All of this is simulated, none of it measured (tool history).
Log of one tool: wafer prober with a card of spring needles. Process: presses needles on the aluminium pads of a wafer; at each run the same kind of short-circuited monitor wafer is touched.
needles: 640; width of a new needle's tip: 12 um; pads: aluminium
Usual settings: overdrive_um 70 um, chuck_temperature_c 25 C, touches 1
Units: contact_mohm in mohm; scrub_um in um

run   hour  overdrive_um  chuck_temperature_c  touches  contact_mohm  scrub_um
  1      0            70                   25        1           131     13.78
      10.5  -- tips cleaned on abrasive film
      28.1  -- tips cleaned on abrasive film
  2   38.8            70                   25        1           127     13.78
      42.4  -- tips cleaned on abrasive film
      57.9  -- tips cleaned on abrasive film
  3   68.5            74                   25        1           126     14.57
      74.8  -- tips cleaned on abrasive film
      92.4  -- tips cleaned on abrasive film
  4   94.6            74                   25        1           128     14.57
       108  -- tips cleaned on abrasive film
     124.6  -- tips cleaned on abrasive film
  5    132            74                   25        1           129     14.55
     138.8  -- tips cleaned on abrasive film
     156.4  -- tips cleaned on abrasive film
     172.5  -- tips cleaned on abrasive film
  6    186            74                   25        2           128     14.55
     188.9  -- tips cleaned on abrasive film
     204.9  -- tips cleaned on abrasive film
     222.3  -- tips cleaned on abrasive film
  7  235.2            74                   25        2           127     14.57
     238.8  -- tips cleaned on abrasive film
     255.1  -- tips cleaned on abrasive film
     271.2  -- tips cleaned on abrasive film
  8  272.5            74                   25        2           127     14.59
     285.7  -- tips cleaned on abrasive film
     302.6  -- tips cleaned on abrasive film
  9  304.1            74                   25        2           129     14.57
     317.2  -- tips cleaned on abrasive film
     332.3  -- tips cleaned on abrasive film
     349.9  -- tips cleaned on abrasive film
 10  359.1            74                   25        2           125     14.58
     365.2  -- tips cleaned on abrasive film
     380.3  -- tips cleaned on abrasive film
 11  383.9            74                   25        2           126     14.57
     395.8  -- tips cleaned on abrasive film
     410.1  -- height of the first contact set anew
     413.7  -- tips cleaned on abrasive film
 12  424.6            70                  122        3           142     13.78
     427.8  -- tips cleaned on abrasive film
     443.7  -- tips cleaned on abrasive film
     461.1  -- tips cleaned on abrasive film
 13    462            59                  122        3           143     11.62
     478.4  -- tips cleaned on abrasive film
     493.6  -- tips cleaned on abrasive film
     510.3  -- tips cleaned on abrasive film
 14  512.1            59                   26        2           129     11.62
     527.6  -- tips cleaned on abrasive film
     544.7  -- tips cleaned on abrasive film
 15  550.6            60                   29        2           131     11.79

Forecast each of these 4 alternatives for the next run:
     560.5  -- tips cleaned on abrasive film
     575.6  -- tips cleaned on abrasive film
     589.6  -- tips cleaned on abrasive film
     605.6  -- tips cleaned on abrasive film
  A  605.6            78                   56        1             ?         ?
     560.5  -- tips cleaned on abrasive film
     575.6  -- tips cleaned on abrasive film
     589.6  -- tips cleaned on abrasive film
     605.6  -- tips cleaned on abrasive film
  B  605.6            70                   25        2             ?         ?
     560.5  -- tips cleaned on abrasive film
     575.6  -- tips cleaned on abrasive film
     589.6  -- tips cleaned on abrasive film
     605.6  -- tips cleaned on abrasive film
  C  605.6            60                   27        2             ?         ?
     560.5  -- tips cleaned on abrasive film
     575.6  -- tips cleaned on abrasive film
     589.6  -- tips cleaned on abrasive film
     605.6  -- tips cleaned on abrasive film
  D  605.6            68                   29        2             ?         ?

run  contact_mohm  scrub_um
  A           129     15.36
  B           128     13.78
  C           131     11.82
  D           129     13.41
Without the tool's hidden state the same runs would have given:
run  contact_mohm  scrub_um
  A           129     15.36
  B           128     13.78
  C           131     11.82
  D           129     13.41
